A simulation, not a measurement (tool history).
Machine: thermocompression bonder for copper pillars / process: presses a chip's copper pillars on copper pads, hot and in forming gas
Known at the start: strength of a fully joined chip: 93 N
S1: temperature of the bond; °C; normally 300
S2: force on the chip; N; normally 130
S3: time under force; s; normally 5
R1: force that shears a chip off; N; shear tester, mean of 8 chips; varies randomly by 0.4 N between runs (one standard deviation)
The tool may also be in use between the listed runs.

run,hour,S1,S2,S3,R1
1,0,300,130,5,63.1
2,28.1,300,130,6,65.9
3,54.5,296,130,5,60.9
4,90.8,300,130,5,62.3
5,123.1,300,130,13,78.1
# hour 144.8: forming gas filter changed
6,154.6,300,130,13,77
7,194.4,300,130,13,78.2
8,213.9,300,130,13,77.5
9,241.1,304,130,5,64
10,268.1,304,130,5,64.3
11,308.6,304,130,5,63.9
12,327.1,304,130,5,64.5
13,348.5,304,130,5,65
14,373.8,304,130,5,64.5
15,402.3,304,130,5,64.5
16,445.2,300,168,5,75.1
17,464.9,300,130,5,63.6
18,507.2,316,96,7,59.7
19,534.3,306,123,5,62.9
20,568,303,164,3,66.8
21,600.8,284,88,13,52.2
22,620.7,303,130,5,64.1
23,660.6,303,130,5,63.9
24,678.1,295,134,5,62.9
25,710.3,309,81,6,45.4
26,733.7,309,81,6,46
27,769,309,81,6,45.4
28,803.7,323,115,7,72.1
29,839.3,320,174,9,88.1
# hour 858.5: forming gas filter changed
30,866.7,299,183,9,85.9
31,896.3,299,183,4,74.9
32,928.8,299,162,3,65
33,971.2,322,162,4,78.4
34,1005,301,152,3,62.8

Alternative continuations, all from the tool just after run 34; predict every row:
A,1026,277,97,4,?
B,1026,300,83,5,?
C,1026,301,152,6,?
D,1026,281,147,3,?
E,1026,301,152,4,?

run,R1
A,35.6
B,40.7
C,73.5
D,52.8
E,66.5
With no hidden state in the tool, these same runs would have given:
run,R1
A,35.4
B,40.6
C,73.4
D,52.6
E,66.3
